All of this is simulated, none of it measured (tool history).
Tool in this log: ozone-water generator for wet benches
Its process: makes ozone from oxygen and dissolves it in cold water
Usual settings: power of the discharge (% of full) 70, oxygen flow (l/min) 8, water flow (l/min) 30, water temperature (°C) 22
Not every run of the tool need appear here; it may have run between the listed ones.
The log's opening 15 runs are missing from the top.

| run | day | power of the discharge (% of full) | oxygen flow (l/min) | water flow (l/min) | water temperature (°C) | dissolved ozone (ppm) | ozone in the gas ahead of the water (g/m3) |
|---|---|---|---|---|---|---|---|
| 16 | 15.612 | 70 | 8 | 30 | 23 | 16.1 | 155.4 |
| 17 | 16.912 | 70 | 8 | 30 | 23 | 16 | 153 |
| 18 | 17.492 | 45 | 8 | 19 | 18 | 17 | 111.8 |
| 19 | 18.204 | 45 | 8 | 19 | 18 | 16.9 | 110.5 |
| 20 | 19.358 | 70 | 4.34 | 29 | 22 | 17.9 | 237.1 |
| 21 | 20.317 | 48 | 4.34 | 25 | 28 | 13.9 | 178.1 |
|  | 20.421 | water thermometer calibrated |
| 22 | 20.946 | 60 | 8 | 30 | 22 | 14.3 | 137.4 |
| 23 | 22.088 | 87 | 7.86 | 19 | 22 | 25.3 | 183.2 |
| 24 | 23.358 | 87 | 7.86 | 19 | 22 | 25.4 | 181.8 |

For run 25, what comes out?
| 25 | 24.004 | 56 | 7.86 | 19 | 16 | ? | ? |

{"run 25": {"dissolved ozone (ppm)": 20.6, "ozone in the gas ahead of the water (g/m3)": 131.3}}
With no hidden state in the tool, this same run would have given dissolved ozone (ppm) 21.9, ozone in the gas ahead of the water (g/m3) 135.7.
